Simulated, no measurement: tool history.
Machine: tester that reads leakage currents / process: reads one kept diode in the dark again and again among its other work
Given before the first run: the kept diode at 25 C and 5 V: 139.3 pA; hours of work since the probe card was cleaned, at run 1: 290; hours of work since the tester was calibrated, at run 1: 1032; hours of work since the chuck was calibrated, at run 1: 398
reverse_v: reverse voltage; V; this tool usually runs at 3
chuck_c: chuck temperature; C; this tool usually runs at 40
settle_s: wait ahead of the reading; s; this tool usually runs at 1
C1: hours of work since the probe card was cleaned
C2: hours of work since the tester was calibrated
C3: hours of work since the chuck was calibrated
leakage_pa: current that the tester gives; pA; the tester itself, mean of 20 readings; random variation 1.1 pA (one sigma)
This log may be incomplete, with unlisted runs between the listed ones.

run 1 hour=0 | reverse_v=3 chuck_c=40 settle_s=1 | C1=290 C2=1032 C3=398 | leakage_pa=394.84
run 2 hour=24.4 | reverse_v=3 chuck_c=40 settle_s=0.45 | C1=304 C2=1046 C3=412 | leakage_pa=394.16
run 3 hour=68.2 | reverse_v=3 chuck_c=40 settle_s=1 | C1=329 C2=1071 C3=437 | leakage_pa=394.43
run 4 hour=98.5 | reverse_v=3 chuck_c=40 settle_s=1 | C1=346 C2=1088 C3=454 | leakage_pa=395.93
run 5 hour=123.7 | reverse_v=3 chuck_c=40 settle_s=1 | C1=361 C2=1102 C3=468 | leakage_pa=395.84
run 6 hour=152.2 | reverse_v=3 chuck_c=40 settle_s=1 | C1=377 C2=1118 C3=484 | leakage_pa=395.02
run 7 hour=177.9 | reverse_v=3 chuck_c=40 settle_s=1 | C1=391 C2=1133 C3=499 | leakage_pa=397.49
run 8 hour=220 | reverse_v=8.64 chuck_c=40 settle_s=1 | C1=415 C2=1157 C3=523 | leakage_pa=606.11
run 9 hour=238.3 | reverse_v=5.9 chuck_c=40 settle_s=1 | C1=426 C2=1167 C3=533 | leakage_pa=521.89
run 10 hour=278.8 | reverse_v=5.9 chuck_c=40 settle_s=1 | C1=449 C2=1190 C3=556 | leakage_pa=524.77
run 11 hour=302.9 | reverse_v=3 chuck_c=41 settle_s=1 | C1=462 C2=1204 C3=570 | leakage_pa=431.62
run 12 hour=328.8 | reverse_v=3 chuck_c=41 settle_s=1 | C1=477 C2=1219 C3=585 | leakage_pa=429.3
run 13 hour=352.4 | reverse_v=3 chuck_c=41 settle_s=1 | C1=490 C2=1232 C3=598 | leakage_pa=430.93
run 14 hour=386.6 | reverse_v=7.76 chuck_c=40 settle_s=1 | C1=510 C2=1252 C3=618 | leakage_pa=588.65
run 15 hour=406.8 | reverse_v=1.12 chuck_c=40 settle_s=1 | C1=521 C2=1263 C3=629 | leakage_pa=270.77
run 16 hour=446.7 | reverse_v=14.57 chuck_c=25 settle_s=1 | C1=544 C2=1286 C3=652 | leakage_pa=248.75
run 17 hour=474 | reverse_v=3.13 chuck_c=25 settle_s=2.69 | C1=559 C2=1301 C3=667 | leakage_pa=126.96
run 18 hour=496.7 | reverse_v=3 chuck_c=37 settle_s=1 | C1=572 C2=1314 C3=680 | leakage_pa=320.53
run 19 hour=522.3 | reverse_v=5.94 chuck_c=29 settle_s=9.03 | C1=587 C2=1329 C3=695 | leakage_pa=227.5
run 20 hour=554.1 | reverse_v=5.94 chuck_c=29 settle_s=9.03 | C1=605 C2=1347 C3=713 | leakage_pa=226.41
run 21 hour=596.2 | reverse_v=6.96 chuck_c=31 settle_s=3.83 | C1=629 C2=1370 C3=736 | leakage_pa=286.08
run 22 hour=640.4 | reverse_v=6.96 chuck_c=31 settle_s=0.37 | C1=654 C2=1395 C3=762 | leakage_pa=293.84
run 23 hour=665.6 | reverse_v=6.18 chuck_c=38 settle_s=5.94 | C1=668 C2=1410 C3=776 | leakage_pa=465.82
run 24 hour=687.7 | reverse_v=4.49 chuck_c=37 settle_s=1.7 | C1=681 C2=1422 C3=788 | leakage_pa=381.5
run 25 hour=716.9 | reverse_v=2.03 chuck_c=29 settle_s=1.22 | C1=697 C2=1439 C3=805 | leakage_pa=148.73
run 26 hour=742.8 | reverse_v=11.04 chuck_c=32 settle_s=1.22 | C1=712 C2=1454 C3=820 | leakage_pa=382.18
run 27 hour=780.8 | reverse_v=6.74 chuck_c=32 settle_s=1.47 | C1=734 C2=1475 C3=841 | leakage_pa=309.24
run 28 hour=800.6 | reverse_v=5.98 chuck_c=40 settle_s=2.88 | C1=745 C2=1486 C3=852 | leakage_pa=540.17
run 29 hour=831.5 | reverse_v=5.98 chuck_c=40 settle_s=2.88 | C1=762 C2=1504 C3=870 | leakage_pa=540.59
run 30 hour=862.3 | reverse_v=4.07 chuck_c=50 settle_s=0.85 | C1=780 C2=1521 C3=887 | leakage_pa=956.04

Hidden state or all else? Some run-to-run changes of leakage_pa, split into what the settings, what came in and random variation would give without the hidden state, and what is left for the hidden state (with any gauge scatter that isn't in both results):
Hidden state present: stray current of the dirty probe card, pA a volt; current scale over the true one, %; true chuck temperature over the reading, C; drift of the gauge itself on leakage_pa, %.
Run 14 -> 15: reverse_v 7.76 -> 1.12. leakage_pa -317.88 pA: hidden state -21.22, all else -296.66.
Run 16 -> 17: reverse_v 14.57 -> 3.13, settle_s 1 -> 2.69. leakage_pa -121.79 pA: hidden state -21.09, all else -100.7.
Run 25 -> 26: reverse_v 2.03 -> 11.04, chuck_c 29 -> 32. leakage_pa +233.45 pA: hidden state +28.98, all else +204.47.
Run 29 -> 30: reverse_v 5.98 -> 4.07, chuck_c 40 -> 50, settle_s 2.88 -> 0.85. leakage_pa +415.45 pA: hidden state +18.47, all else +396.98.

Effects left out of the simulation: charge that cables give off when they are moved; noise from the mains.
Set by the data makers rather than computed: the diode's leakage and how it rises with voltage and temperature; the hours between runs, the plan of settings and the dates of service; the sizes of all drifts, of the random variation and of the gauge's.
